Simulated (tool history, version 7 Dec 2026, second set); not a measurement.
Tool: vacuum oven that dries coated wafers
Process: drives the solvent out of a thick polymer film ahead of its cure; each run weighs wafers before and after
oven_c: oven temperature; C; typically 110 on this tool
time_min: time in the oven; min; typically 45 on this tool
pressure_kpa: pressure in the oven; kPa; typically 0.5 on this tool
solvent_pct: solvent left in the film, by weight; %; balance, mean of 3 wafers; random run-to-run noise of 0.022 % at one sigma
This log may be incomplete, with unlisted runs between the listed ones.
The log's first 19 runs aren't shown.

run,hour,oven_c,time_min,pressure_kpa,hours of work since the thermocouples were calibrated,hours of work since the vacuum gauge was cleaned of residue,solvent_pct
20,212.9,110,52,0.5,577,10,2.7
21,228.5,110,52,0.5,587,20,2.69
22,240.6,110,52,0.5,594,27,2.72
23,254.4,110,52,0.5,602,36,2.73
24,268.1,110,52,0.326,611,44,2.64
25,280.6,110,62,0.593,618,51,2.11
# hour 286.7: vacuum gauge cleaned of residue and calibrated, once more
26,289.6,99,29,0.451,623,2,6.72
27,304.5,116,74,0.451,632,11,0.9
28,314.2,116,74,0.451,638,17,0.89
29,325.6,102,74,1.022,645,24,2.72
30,337.6,116,61,0.571,652,31,1.41
31,351.5,111,45,0.435,661,39,2.95

Run 32 has not been measured yet. What should we expect?
32,360.5,110,38,1.006,666,45,?

Logged for run 32: solvent_pct 4.05 %.
With the hidden condition absent and the run-to-run variation left alone, this run would have shown solvent_pct 4.09 %.
